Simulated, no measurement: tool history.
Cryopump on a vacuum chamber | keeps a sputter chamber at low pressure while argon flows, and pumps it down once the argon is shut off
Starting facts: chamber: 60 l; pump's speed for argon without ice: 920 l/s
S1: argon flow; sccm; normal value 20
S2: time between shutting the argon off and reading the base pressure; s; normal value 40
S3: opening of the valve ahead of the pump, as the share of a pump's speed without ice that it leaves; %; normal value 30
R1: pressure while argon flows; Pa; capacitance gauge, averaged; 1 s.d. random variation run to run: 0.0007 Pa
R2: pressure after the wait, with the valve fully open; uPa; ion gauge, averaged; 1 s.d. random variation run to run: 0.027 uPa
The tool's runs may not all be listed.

run	hour	S1	S2	S3	R1	R2
1	0.0	20	40	30	0.1233	1.21
2	43.3	20	40	30	0.1248	1.28
3	111.5	20	40	22	0.1696	1.21
4	147.6	14	40	30	0.0883	1.28
5	202.5	14	40	30	0.0878	1.22
6	265.2	14	40	30	0.0876	1.33
7	333.3	14	40	30	0.0885	1.28
8	392.9	14	40	30	0.0871	1.31
9	474.2	14	40	30	0.0893	1.35
10	540.4	14	40	30	0.0882	1.36
11	582.3	14	40	30	0.0880	1.35
12	664.5	20	40	27	0.1411	1.43
13	722.0	20	40	27	0.1400	1.44
14	790.5	20	40	27	0.1419	1.54
15	832.7	32	40	30	0.2036	1.48
16	904.6	20	40	30	0.1280	1.56
17	984.3	20	40	30	0.1296	1.56
18	1060.6	17	74	25	0.1312	1.23
19	1123.2	10	193	34	0.0582	1.00
20	1195.8	20	42	33	0.1199	1.66
# hour 1239.7: pump warmed up, emptied and cooled again
21	1243.7	39	194	22	0.3274	0.88
22	1277.6	20	194	35	0.1063	0.88
23	1311.6	20	40	25	0.1472	1.58
24	1357.9	16	61	30	0.0992	1.32
25	1394.2	9	173	15	0.1106	1.01
26	1460.0	9	173	15	0.1114	0.96

The next listed run, before its measurement:
27	1530.1	27	28	25	?	?

{"run 27": {"R1": 0.2, "R2": 2.06}}
Without the tool's hidden state the same run would have given R1 0.1975 Pa, R2 1.57 uPa.
